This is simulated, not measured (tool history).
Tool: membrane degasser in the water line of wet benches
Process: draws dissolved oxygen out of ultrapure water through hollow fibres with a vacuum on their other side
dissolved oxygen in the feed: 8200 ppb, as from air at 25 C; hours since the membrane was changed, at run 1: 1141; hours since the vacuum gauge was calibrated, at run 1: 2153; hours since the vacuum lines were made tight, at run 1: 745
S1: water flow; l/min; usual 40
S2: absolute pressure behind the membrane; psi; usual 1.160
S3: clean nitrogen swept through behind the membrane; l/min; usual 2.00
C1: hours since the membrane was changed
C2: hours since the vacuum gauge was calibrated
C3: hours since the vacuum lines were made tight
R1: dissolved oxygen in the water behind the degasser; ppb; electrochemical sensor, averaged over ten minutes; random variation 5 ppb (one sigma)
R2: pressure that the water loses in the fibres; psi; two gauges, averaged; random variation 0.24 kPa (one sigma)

Run 1, hour 0.0: usual settings; C1 1141; C2 2153; C3 745. Result: R1 495.4 ppb, R2 8.843 psi.
Run 2, hour 80.9: usual settings but S3 4.31 l/min; C1 1222; C2 2234; C3 826. Result: R1 393.8 ppb, R2 8.808 psi.
Run 3, hour 194.1: usual settings but S3 4.31 l/min; C1 1335; C2 2347; C3 939. Result: R1 394.9 ppb, R2 8.810 psi.
Run 4, hour 298.7: usual settings but S3 4.31 l/min; C1 1439; C2 2451; C3 1043. Result: R1 404.0 ppb, R2 8.763 psi.
Run 5, hour 363.2: usual settings but S3 4.31 l/min; C1 1504; C2 2516; C3 1108. Result: R1 397.4 ppb, R2 8.792 psi.
Run 6, hour 481.8: usual settings but S3 4.31 l/min; C1 1623; C2 2634; C3 1227. Result: R1 395.8 ppb, R2 8.743 psi.
Run 7, hour 578.8: usual settings but S3 4.31 l/min; C1 1719; C2 2731; C3 1324. Result: R1 399.4 ppb, R2 8.762 psi.
Run 8, hour 669.1: usual settings; C1 1810; C2 2822; C3 1414. Result: R1 499.0 ppb, R2 8.683 psi.
Run 9, hour 729.2: usual settings but S2 2.611 psi; C1 1870; C2 2882; C3 1474. Result: R1 875.5 ppb, R2 8.715 psi.
Run 10, hour 825.1: usual settings; C1 1966; C2 2978; C3 1570. Result: R1 500.2 ppb, R2 8.743 psi.
Run 11, hour 946.7: usual settings; C1 2087; C2 3099; C3 1692. Result: R1 495.1 ppb, R2 8.714 psi.
Run 12, hour 1044.6: usual settings; C1 2185; C2 3197; C3 1789. Result: R1 505.0 ppb, R2 8.663 psi.
Run 13, hour 1167.0: usual settings; C1 2308; C2 3320; C3 1912. Result: R1 503.8 ppb, R2 8.653 psi.
Run 14, hour 1232.3: usual settings; C1 2373; C2 3385; C3 1977. Result: R1 491.5 ppb, R2 8.621 psi.
At hour 1267.7: gauge calibrated.
Run 15, hour 1302.7: usual settings; C1 2443; C2 3455; C3 2048. Result: R1 494.4 ppb, R2 8.805 psi.
Run 16, hour 1364.1: usual settings; C1 2505; C2 3517; C3 2109. Result: R1 499.7 ppb, R2 8.760 psi.
Run 17, hour 1487.2: usual settings; C1 2628; C2 3640; C3 2232. Result: R1 506.2 ppb, R2 8.782 psi.
Run 18, hour 1596.3: usual settings but S1 44 l/min, S2 1.099 psi, S3 4.31 l/min; C1 2737; C2 3749; C3 2341. Result: R1 479.8 ppb, R2 9.638 psi.
Run 19, hour 1665.3: usual settings but S1 44 l/min, S2 1.099 psi, S3 4.31 l/min; C1 2806; C2 3818; C3 2410. Result: R1 464.9 ppb, R2 9.655 psi.
Run 20, hour 1725.3: usual settings but S1 50 l/min, S2 2.564 psi; C1 2866; C2 3878; C3 2470. Result: R1 1158.4 ppb, R2 10.974 psi.
Run 21, hour 1788.8: usual settings but S1 50 l/min, S2 2.564 psi; C1 2930; C2 3941; C3 2534. Result: R1 1151.7 ppb, R2 10.873 psi.
Run 22, hour 1909.0: usual settings but S1 29 l/min, S2 2.709 psi, S3 1.17 l/min; C1 3050; C2 4062; C3 2654. Result: R1 854.9 ppb, R2 6.245 psi.
Run 23, hour 2000.0: usual settings but S1 43 l/min, S2 2.316 psi, S3 2.75 l/min; C1 3141; C2 4153; C3 2745. Result: R1 760.9 ppb, R2 9.394 psi.
At hour 2059.1: seals of the vacuum lines changed.
Run 24, hour 2095.2: usual settings but S1 59 l/min, S2 2.569 psi; C1 3234; C2 4246; C3 36. Result: R1 1392.5 ppb, R2 12.805 psi.
Run 25, hour 2200.9: usual settings but S1 35 l/min, S3 1.78 l/min; C1 3340; C2 4352; C3 142. Result: R1 407.6 ppb, R2 7.606 psi.
Run 26, hour 2262.0: usual settings but S1 35 l/min, S3 1.78 l/min; C1 3401; C2 4413; C3 203. Result: R1 401.8 ppb, R2 7.561 psi.
Run 27, hour 2321.4: usual settings but S1 51 l/min, S3 0.81 l/min; C1 3460; C2 4472; C3 262. Result: R1 988.7 ppb, R2 11.046 psi.
Run 28, hour 2416.3: usual settings but S1 59 l/min, S3 2.24 l/min; C1 3555; C2 4567; C3 357. Result: R1 922.5 ppb, R2 12.714 psi.
Run 29, hour 2506.1: usual settings but S1 54 l/min, S2 1.230 psi, S3 1.22 l/min; C1 3645; C2 4657; C3 447. Result: R1 971.7 ppb, R2 11.655 psi.
Run 30, hour 2572.0: usual settings but S1 57 l/min, S2 1.874 psi, S3 1.22 l/min; C1 3711; C2 4723; C3 513. Result: R1 1367.4 ppb, R2 12.292 psi.
Run 31, hour 2701.8: usual settings but S1 46 l/min, S2 1.211 psi, S3 3.85 l/min; C1 3841; C2 4852; C3 643. Result: R1 549.7 ppb, R2 9.916 psi.

Run 32 comes next. What will it give?
Run 32, hour 2816.0: usual settings but S1 64 l/min, S2 2.724 psi, S3 3.65 l/min; C1 3955; C2 4967; C3 757. Result: R1 ?, R2 ?.

{"run 32": {"R1": 1281.4, "R2": 13.745}}
Without the tool's hidden state the same run would have given R1 1279.7 ppb, R2 14.069 psi.
